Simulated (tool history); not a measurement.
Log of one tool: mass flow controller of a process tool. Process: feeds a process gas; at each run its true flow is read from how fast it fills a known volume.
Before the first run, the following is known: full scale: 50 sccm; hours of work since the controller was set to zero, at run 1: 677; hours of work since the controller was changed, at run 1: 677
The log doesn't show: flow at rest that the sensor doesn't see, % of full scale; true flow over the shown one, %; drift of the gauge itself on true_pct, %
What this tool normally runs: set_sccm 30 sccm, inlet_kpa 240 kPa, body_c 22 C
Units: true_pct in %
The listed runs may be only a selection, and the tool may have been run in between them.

run   hour  set_sccm  inlet_kpa  body_c  hours of work since the controller was set to zero  hours of work since the controller was changed  true_pct
  1      0        30        240      22                                                 677                                             677     99.21
  2     89        30        240      22                                                 706                                             706     99.32
  3  181.3        30        240      22                                                 736                                             736     99.36
  4  254.2        30        240      22                                                 760                                             760     99.22
  5  353.2        30        240      22                                                 792                                             792     99.35
  6  455.5        30        240      22                                                 825                                             825      99.3
  7  537.5        30        240      22                                                 852                                             852     99.19
  8  611.1        17        240      22                                                 876                                             876        99
  9  718.6        17        240      22                                                 911                                             911     98.93
 10  821.3        17        240      22                                                 944                                             944     98.97

For run 11, what comes out?
 11  912.9        32        143      30                                                 974                                             974         ?

{"run 11": {"true_pct": 99.73}}
The same run, on a tool lacking any hidden state, would have yielded true_pct 99.73 %.
